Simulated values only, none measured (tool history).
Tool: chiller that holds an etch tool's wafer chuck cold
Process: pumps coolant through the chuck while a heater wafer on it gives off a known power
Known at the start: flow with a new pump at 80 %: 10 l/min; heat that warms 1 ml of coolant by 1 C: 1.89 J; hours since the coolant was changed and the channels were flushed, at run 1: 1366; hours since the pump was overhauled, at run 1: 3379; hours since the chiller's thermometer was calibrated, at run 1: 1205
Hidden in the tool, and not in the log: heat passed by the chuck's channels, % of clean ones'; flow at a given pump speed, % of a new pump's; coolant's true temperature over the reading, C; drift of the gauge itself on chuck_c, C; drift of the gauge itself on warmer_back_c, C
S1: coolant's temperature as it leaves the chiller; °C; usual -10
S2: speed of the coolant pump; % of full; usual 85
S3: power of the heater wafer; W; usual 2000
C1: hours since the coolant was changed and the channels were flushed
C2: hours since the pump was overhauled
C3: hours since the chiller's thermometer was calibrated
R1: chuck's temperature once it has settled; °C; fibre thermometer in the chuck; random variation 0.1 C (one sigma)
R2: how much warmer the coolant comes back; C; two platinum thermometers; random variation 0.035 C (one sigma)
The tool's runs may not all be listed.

run 1 hour=0.0 | S1=-10 S2=85 S3=2000 | C1=1366 C2=3379 C3=1205 | R1=2.5 R2=5.90
run 2 hour=51.7 | S1=-10 S2=85 S3=2000 | C1=1417 C2=3431 C3=1257 | R1=2.6 R2=5.90
run 3 hour=99.6 | S1=-10 S2=85 S3=2000 | C1=1465 C2=3479 C3=1304 | R1=2.6 R2=5.90
run 4 hour=160.1 | S1=-10 S2=85 S3=2000 | C1=1526 C2=3539 C3=1365 | R1=2.6 R2=5.94
run 5 hour=200.8 | S1=-10 S2=66 S3=2000 | C1=1566 C2=3580 C3=1406 | R1=5.5 R2=7.90
run 6 hour=259.6 | S1=-10 S2=85 S3=2000 | C1=1625 C2=3639 C3=1464 | R1=2.5 R2=5.95
run 7 hour=349.7 | S1=-10 S2=85 S3=2000 | C1=1715 C2=3729 C3=1555 | R1=2.6 R2=5.93
run 8 hour=410.9 | S1=-10 S2=85 S3=2000 | C1=1776 C2=3790 C3=1616 | R1=2.6 R2=5.96
run 9 hour=479.2 | S1=-7 S2=85 S3=2000 | C1=1845 C2=3858 C3=1684 | R1=5.4 R2=5.92
run 10 hour=538.7 | S1=-10 S2=85 S3=2000 | C1=1904 C2=3918 C3=1744 | R1=2.6 R2=5.91
run 11 hour=586.2 | S1=-10 S2=85 S3=2000 | C1=1952 C2=3965 C3=1791 | R1=2.7 R2=5.88
run 12 hour=636.1 | S1=-10 S2=85 S3=2000 | C1=2002 C2=4015 C3=1841 | R1=2.7 R2=5.89
run 13 hour=696.6 | S1=-10 S2=85 S3=2000 | C1=2062 C2=4076 C3=1902 | R1=2.6 R2=5.92
run 14 hour=775.9 | S1=-11 S2=85 S3=2000 | C1=2141 C2=4155 C3=1981 | R1=1.6 R2=5.90
run 15 hour=843.8 | S1=-11 S2=85 S3=2000 | C1=2209 C2=4223 C3=2049 | R1=1.5 R2=5.94
run 16 hour=884.0 | S1=-10 S2=73 S3=2000 | C1=2250 C2=4263 C3=2089 | R1=4.4 R2=7.01
run 17 hour=963.5 | S1=-10 S2=85 S3=2000 | C1=2329 C2=4342 C3=2168 | R1=2.6 R2=5.98
run 18 hour=1003.8 | S1=-10 S2=85 S3=2000 | C1=2369 C2=4383 C3=2209 | R1=2.5 R2=5.87
run 19 hour=1078.9 | S1=-10 S2=85 S3=2000 | C1=2444 C2=4458 C3=2284 | R1=2.5 R2=6.01
run 20 hour=1148.8 | S1=-6 S2=65 S3=2174 | C1=2514 C2=4528 C3=2354 | R1=11.2 R2=8.74
run 21 hour=1216.3 | S1=-4 S2=85 S3=1821 | C1=2582 C2=4595 C3=2421 | R1=7.5 R2=5.41
-- hour=1222.1 chiller's thermometer calibrated
run 22 hour=1298.7 | S1=-7 S2=92 S3=1675 | C1=2663 C2=4677 C3=77 | R1=2.7 R2=4.48
run 23 hour=1362.4 | S1=-7 S2=92 S3=1675 | C1=2727 C2=4740 C3=140 | R1=3.1 R2=4.50
run 24 hour=1454.7 | S1=-15 S2=72 S3=2580 | C1=2819 C2=4833 C3=233 | R1=3.7 R2=9.31
run 25 hour=1522.9 | S1=-10 S2=85 S3=2936 | C1=2887 C2=4901 C3=301 | R1=8.6 R2=8.80

Forecast run 26:
run 26 hour=1579.9 | S1=-8 S2=85 S3=1043 | C1=2944 C2=4958 C3=358 | R1=? R2=?

R1: -1.5 °C
R2: 3.10 C
Without the tool's hidden state the same run would have given R1 -1.5 °C, R2 3.09 C.

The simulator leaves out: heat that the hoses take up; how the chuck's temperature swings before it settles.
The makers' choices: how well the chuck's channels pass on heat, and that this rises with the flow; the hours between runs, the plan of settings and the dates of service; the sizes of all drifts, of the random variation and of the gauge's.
